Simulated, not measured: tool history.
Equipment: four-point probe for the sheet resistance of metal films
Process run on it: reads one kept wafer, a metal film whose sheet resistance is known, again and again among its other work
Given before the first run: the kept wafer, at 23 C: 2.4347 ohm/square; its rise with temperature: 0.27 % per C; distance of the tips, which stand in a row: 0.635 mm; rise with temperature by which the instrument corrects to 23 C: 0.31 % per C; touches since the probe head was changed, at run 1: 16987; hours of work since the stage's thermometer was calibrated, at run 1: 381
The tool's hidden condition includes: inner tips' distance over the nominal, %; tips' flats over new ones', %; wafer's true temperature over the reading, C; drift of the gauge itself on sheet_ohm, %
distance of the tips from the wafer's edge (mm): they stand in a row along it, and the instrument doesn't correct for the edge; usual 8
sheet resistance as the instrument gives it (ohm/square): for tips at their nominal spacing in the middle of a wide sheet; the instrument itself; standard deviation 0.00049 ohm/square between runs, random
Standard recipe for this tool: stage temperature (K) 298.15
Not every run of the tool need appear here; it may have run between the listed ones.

run    hour  stage temperature (K)  distance of the tips from the wafer's edge (mm)  touches since the probe head was changed  hours of work since the stage's thermometer was calibrated  sheet resistance as the instrument gives it (ohm/square)
  1       0                 298.15                                                8                                     16987                                                         381                                                  2.443458
  2    39.4                 303.15                                                8                                     18949                                                         407                                                  2.437989
  3    71.1                 298.15                                                7                                     20524                                                         428                                                  2.444856
  4   117.6                 298.15                                                8                                     22838                                                         458                                                  2.442048
  5   146.5                 298.15                                                8                                     24276                                                         478                                                  2.442443
  6   184.2                 298.15                                                8                                     26150                                                         502                                                  2.441577
  7   214.9                 298.15                                                8                                     27673                                                         523                                                  2.441688
  8   238.3                 298.15                                                8                                     28841                                                         538                                                  2.440966
  9     259                 299.15                                                8                                     29872                                                         552                                                   2.43905
 10   298.3                 299.15                                                8                                     31823                                                         577                                                  2.438463
 11   329.1                 298.15                                                8                                     33358                                                         598                                                  2.439897
 12   374.8                 298.15                                                8                                     35631                                                         628                                                  2.440081
 13     420                 296.15                                                8                                     37876                                                         658                                                   2.44167
 14   457.6                 304.15                                                8                                     39746                                                         682                                                  2.433615
 15   505.7                 304.15                                                8                                     42138                                                         714                                                  2.432393
 16   526.7                 304.15                                                8                                     43184                                                         728                                                  2.432517
 17   549.4                 298.15                                               14                                     44312                                                         743                                                  2.432413
 18   585.3                 298.15                                               14                                     46099                                                         766                                                  2.432015
 19   636.7                 294.15                                                8                                     48655                                                         800                                                  2.441735
 20   663.3                 294.15                                               15                                     49979                                                         818                                                  2.434743
 21   696.5                 294.15                                               15                                     51628                                                         840                                                   2.43463
 22   747.6                 295.15                                               38                                     54171                                                         873                                                  2.431072
 23   789.8                 298.15                                               52                                     56272                                                         901                                                  2.427885
 24   828.9                 298.15                                               52                                     58213                                                         927                                                  2.426241
 25   865.7                 298.15                                               72                                     60045                                                         951                                                   2.42626
 26   894.8                 306.15                                               38                                     61492                                                         970                                                  2.417903
 27   945.9                 296.15                                               38                                     64036                                                        1004                                                  2.427436
 28   996.2                 294.15                                                5                                     66538                                                        1037                                                   2.45041
 29  1022.2                 294.15                                                5                                     67830                                                        1054                                                  2.449773
 30  1050.7                 294.15                                                5                                     69247                                                        1073                                                  2.449702
 31  1087.7                 294.15                                                5                                     71088                                                        1097                                                  2.449325
 32  1131.4                 293.15                                                4                                     73259                                                        1126                                                  2.460691
 33  1172.8                 296.15                                               13                                     75320                                                        1153                                                  2.428295
 34  1219.9                 296.15                                               13                                     77664                                                        1184                                                  2.429003
 35  1262.4                 304.15                                                6                                     79777                                                        1212                                                  2.430288

Below, some changes in sheet resistance as the instrument gives it (ohm/square) between adjacent runs. For each, the amount present without the hidden state too (settings, incoming material, random variation) and the amount remaining for the hidden state with gauge scatter not shared by both compared results:
Run 18 -> 19: stage temperature (K) 298.15 -> 294.15, distance of the tips from the wafer's edge (mm) 14 -> 8. sheet resistance as the instrument gives it (ohm/square) +0.00972: hidden state -0.000543, all else +0.010263.
Run 21 -> 22: stage temperature (K) 294.15 -> 295.15, distance of the tips from the wafer's edge (mm) 15 -> 38. sheet resistance as the instrument gives it (ohm/square) -0.003558: hidden state -0.000528, all else -0.00303.
Run 27 -> 28: stage temperature (K) 296.15 -> 294.15, distance of the tips from the wafer's edge (mm) 38 -> 5. sheet resistance as the instrument gives it (ohm/square) +0.022974: hidden state -0.000621, all else +0.023595.
Run 31 -> 32: stage temperature (K) 294.15 -> 293.15, distance of the tips from the wafer's edge (mm) 5 -> 4. sheet resistance as the instrument gives it (ohm/square) +0.011366: hidden state -0.000481, all else +0.011847.
Run 32 -> 33: stage temperature (K) 293.15 -> 296.15, distance of the tips from the wafer's edge (mm) 4 -> 13. sheet resistance as the instrument gives it (ohm/square) -0.032396: hidden state -0.000358, all else -0.032038.

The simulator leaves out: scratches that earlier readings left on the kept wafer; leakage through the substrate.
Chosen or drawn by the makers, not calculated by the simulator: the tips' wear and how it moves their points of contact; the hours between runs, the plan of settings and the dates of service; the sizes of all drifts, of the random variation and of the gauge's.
